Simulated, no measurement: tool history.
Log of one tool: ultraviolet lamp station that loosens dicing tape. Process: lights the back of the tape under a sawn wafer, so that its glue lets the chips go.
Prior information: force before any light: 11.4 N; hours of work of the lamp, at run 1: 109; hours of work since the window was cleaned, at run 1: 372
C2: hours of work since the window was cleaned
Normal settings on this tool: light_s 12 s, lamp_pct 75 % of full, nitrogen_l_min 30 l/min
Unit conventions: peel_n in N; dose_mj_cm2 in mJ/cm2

Run 1, hour 0: usual settings; hours of work of the lamp 109; C2 372. Result: peel_n 0.839 N, dose_mj_cm2 371 mJ/cm2.
Run 2, hour 13.2: usual settings but light_s 7 s; hours of work of the lamp 115; C2 378. Result: peel_n 2.266 N, dose_mj_cm2 220 mJ/cm2.
Run 3, hour 32: usual settings but light_s 7 s; hours of work of the lamp 122; C2 385. Result: peel_n 2.298 N, dose_mj_cm2 219 mJ/cm2.
Run 4, hour 52.8: usual settings but light_s 7 s; hours of work of the lamp 130; C2 394. Result: peel_n 2.452 N, dose_mj_cm2 215 mJ/cm2.
Run 5, hour 63.2: usual settings but light_s 7 s; hours of work of the lamp 135; C2 398. Result: peel_n 2.334 N, dose_mj_cm2 214 mJ/cm2.
Run 6, hour 84.3: usual settings but light_s 7 s; hours of work of the lamp 143; C2 406. Result: peel_n 2.345 N, dose_mj_cm2 208 mJ/cm2.
Run 7, hour 98.3: usual settings but light_s 7 s; hours of work of the lamp 149; C2 412. Result: peel_n 2.4 N, dose_mj_cm2 212 mJ/cm2.
Run 8, hour 119.8: usual settings but light_s 7 s; hours of work of the lamp 157; C2 420. Result: peel_n 2.385 N, dose_mj_cm2 211 mJ/cm2.
Run 9, hour 139.7: usual settings but light_s 7 s; hours of work of the lamp 165; C2 428. Result: peel_n 2.366 N, dose_mj_cm2 210 mJ/cm2.
At hour 142: window cleaned of glue's vapour.
Run 10, hour 152.4: usual settings but light_s 11 s, nitrogen_l_min 34 l/min; hours of work of the lamp 170; C2 4. Result: peel_n 1.065 N, dose_mj_cm2 320 mJ/cm2.
Run 11, hour 165.6: usual settings but light_s 9 s, lamp_pct 99 % of full; hours of work of the lamp 175; C2 9. Result: peel_n 0.96 N, dose_mj_cm2 351 mJ/cm2.
Run 12, hour 176.6: usual settings but light_s 11 s, lamp_pct 87 % of full, nitrogen_l_min 13 l/min; hours of work of the lamp 180; C2 14. Result: peel_n 1.618 N, dose_mj_cm2 371 mJ/cm2.
Run 13, hour 190.9: usual settings but light_s 11 s, lamp_pct 87 % of full, nitrogen_l_min 13 l/min; hours of work of the lamp 186; C2 20. Result: peel_n 1.573 N, dose_mj_cm2 370 mJ/cm2.
Run 14, hour 203.4: usual settings but light_s 11 s, lamp_pct 87 % of full, nitrogen_l_min 13 l/min; hours of work of the lamp 191; C2 25. Result: peel_n 1.693 N, dose_mj_cm2 369 mJ/cm2.
Run 15, hour 218.6: usual settings but nitrogen_l_min 13 l/min; hours of work of the lamp 197; C2 31. Result: peel_n 1.856 N, dose_mj_cm2 346 mJ/cm2.
Run 16, hour 230.4: usual settings but light_s 8 s, nitrogen_l_min 10 l/min; hours of work of the lamp 201; C2 35. Result: peel_n 3.713 N, dose_mj_cm2 230 mJ/cm2.
Run 17, hour 240.9: usual settings but light_s 8 s, nitrogen_l_min 10 l/min; hours of work of the lamp 206; C2 40. Result: peel_n 3.875 N, dose_mj_cm2 228 mJ/cm2.
At hour 246.3: window cleaned of glue's vapour, once more.
Run 18, hour 260.6: usual settings but lamp_pct 97 % of full; hours of work of the lamp 213; C2 6. Result: peel_n 0.542 N, dose_mj_cm2 466 mJ/cm2.

Forecast each of these 3 alternatives for the next run:
Run A, hour 276.4: usual settings but light_s 23 s, lamp_pct 96 % of full; hours of work of the lamp 220; C2 12. Result: peel_n ?, dose_mj_cm2 ?.
Run B, hour 276.4: usual settings but lamp_pct 70 % of full; hours of work of the lamp 220; C2 12. Result: peel_n ?, dose_mj_cm2 ?.
Run C, hour 276.4: usual settings but light_s 11 s, lamp_pct 65 % of full, nitrogen_l_min 19 l/min; hours of work of the lamp 220; C2 12. Result: peel_n ?, dose_mj_cm2 ?.

run  peel_n  dose_mj_cm2
  A   0.258          887
  B   1.041          331
  C   1.997          289
What these runs would have given with no unlogged condition in the tool:
run  peel_n  dose_mj_cm2
  A    0.25         1056
  B   0.727          395
  C   1.472          344
